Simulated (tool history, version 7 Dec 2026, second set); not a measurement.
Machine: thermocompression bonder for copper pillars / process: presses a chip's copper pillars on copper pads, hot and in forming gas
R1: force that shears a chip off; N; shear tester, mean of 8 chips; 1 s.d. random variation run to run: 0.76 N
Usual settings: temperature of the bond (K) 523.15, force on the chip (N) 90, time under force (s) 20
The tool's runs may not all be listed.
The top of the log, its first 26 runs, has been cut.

run 27 hour=1702.9 | temperature_of_the_bond_(K)=523.15 force_on_the_chip_(N)=67 time_under_force_(s)=20 | R1=43.1
run 28 hour=1780.9 | temperature_of_the_bond_(K)=540.15 force_on_the_chip_(N)=119 time_under_force_(s)=26 | R1=84.6
run 29 hour=1840.3 | temperature_of_the_bond_(K)=529.15 force_on_the_chip_(N)=90 time_under_force_(s)=20 | R1=55.2
-- hour=1861.1 forming gas filter changed
run 30 hour=1925.4 | temperature_of_the_bond_(K)=529.15 force_on_the_chip_(N)=90 time_under_force_(s)=20 | R1=59.6
run 31 hour=1979.2 | temperature_of_the_bond_(K)=508.15 force_on_the_chip_(N)=81 time_under_force_(s)=16 | R1=33.8
run 32 hour=2025.7 | temperature_of_the_bond_(K)=508.15 force_on_the_chip_(N)=81 time_under_force_(s)=16 | R1=33.9
run 33 hour=2080.2 | temperature_of_the_bond_(K)=520.15 force_on_the_chip_(N)=80 time_under_force_(s)=39 | R1=58.3
-- hour=2130.2 forming gas filter changed
run 34 hour=2149.2 | temperature_of_the_bond_(K)=495.15 force_on_the_chip_(N)=80 time_under_force_(s)=20 | R1=31.3
run 35 hour=2229.8 | temperature_of_the_bond_(K)=530.15 force_on_the_chip_(N)=90 time_under_force_(s)=19 | R1=60.3

What does the tool deliver on the next run?
run 36 hour=2288.3 | temperature_of_the_bond_(K)=530.15 force_on_the_chip_(N)=76 time_under_force_(s)=23 | R1=?

R1: 55.3 N
Had the tool carried no hidden state, the very same run would have given R1 58.6 N.
